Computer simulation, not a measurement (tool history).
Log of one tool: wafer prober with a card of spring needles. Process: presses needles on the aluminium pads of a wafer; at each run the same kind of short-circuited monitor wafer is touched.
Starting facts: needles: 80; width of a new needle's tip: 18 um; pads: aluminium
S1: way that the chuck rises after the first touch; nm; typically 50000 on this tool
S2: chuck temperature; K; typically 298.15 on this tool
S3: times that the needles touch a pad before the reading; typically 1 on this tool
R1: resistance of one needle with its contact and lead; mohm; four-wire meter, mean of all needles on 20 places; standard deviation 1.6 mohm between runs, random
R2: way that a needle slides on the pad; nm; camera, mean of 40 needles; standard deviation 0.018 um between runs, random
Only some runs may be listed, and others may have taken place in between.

{"run": 1, "hour": 0.0, "S1": 50000, "S2": 298.15, "S3": 1, "R1": 154, "R2": 7460}
{"hour": 17.1, "done": "tips cleaned on abrasive film"}
{"run": 2, "hour": 18.6, "S1": 50000, "S2": 298.15, "S3": 2, "R1": 155, "R2": 7460}
{"hour": 42.1, "done": "tips cleaned on abrasive film"}
{"run": 3, "hour": 55.2, "S1": 50000, "S2": 298.15, "S3": 2, "R1": 153, "R2": 7430}
{"hour": 68.0, "done": "tips cleaned on abrasive film"}
{"run": 4, "hour": 87.3, "S1": 50000, "S2": 313.15, "S3": 2, "R1": 157, "R2": 7500}
{"hour": 93.8, "done": "tips cleaned on abrasive film"}
{"hour": 119.3, "done": "tips cleaned on abrasive film"}
{"run": 5, "hour": 119.9, "S1": 50000, "S2": 298.15, "S3": 1, "R1": 153, "R2": 7450}
{"hour": 144.3, "done": "tips cleaned on abrasive film"}
{"run": 6, "hour": 147.9, "S1": 50000, "S2": 298.15, "S3": 1, "R1": 152, "R2": 7450}
{"hour": 171.1, "done": "tips cleaned on abrasive film"}
{"run": 7, "hour": 185.8, "S1": 50000, "S2": 298.15, "S3": 1, "R1": 153, "R2": 7460}
{"hour": 197.3, "done": "tips cleaned on abrasive film"}
{"run": 8, "hour": 205.5, "S1": 50000, "S2": 371.15, "S3": 1, "R1": 167, "R2": 7420}
{"hour": 222.0, "done": "tips cleaned on abrasive film"}
{"run": 9, "hour": 228.1, "S1": 50000, "S2": 371.15, "S3": 1, "R1": 166, "R2": 7470}
{"hour": 246.4, "done": "tips cleaned on abrasive film"}
{"run": 10, "hour": 261.1, "S1": 57000, "S2": 298.15, "S3": 1, "R1": 152, "R2": 8530}
{"hour": 272.2, "done": "tips cleaned on abrasive film"}
{"run": 11, "hour": 292.6, "S1": 57000, "S2": 298.15, "S3": 1, "R1": 149, "R2": 8500}
{"hour": 296.1, "done": "tips cleaned on abrasive film"}
{"hour": 320.1, "done": "tips cleaned on abrasive film"}
{"run": 12, "hour": 321.3, "S1": 36000, "S2": 364.15, "S3": 1, "R1": 173, "R2": 5370}
{"hour": 344.8, "done": "tips cleaned on abrasive film"}
{"run": 13, "hour": 362.6, "S1": 38000, "S2": 339.15, "S3": 2, "R1": 165, "R2": 5680}
{"hour": 368.9, "done": "tips cleaned on abrasive film"}
{"hour": 393.4, "done": "tips cleaned on abrasive film"}
{"run": 14, "hour": 400.3, "S1": 57000, "S2": 324.15, "S3": 1, "R1": 153, "R2": 8520}
{"hour": 417.7, "done": "tips cleaned on abrasive film"}
{"run": 15, "hour": 426.9, "S1": 61000, "S2": 306.15, "S3": 2, "R1": 150, "R2": 9130}

Run 16 comes next. What will it give?
{"hour": 442.5, "done": "tips cleaned on abrasive film"}
{"hour": 466.7, "done": "tips cleaned on abrasive film"}
{"run": 16, "hour": 467.4, "S1": 62000, "S2": 298.15, "S3": 2, "R1": "?", "R2": "?"}

R1: 147 mohm
R2: 9220 nm
Were there no unlogged condition in the tool, this run, its random variation unchanged, would have produced R1 147 mohm, R2 9220 nm.
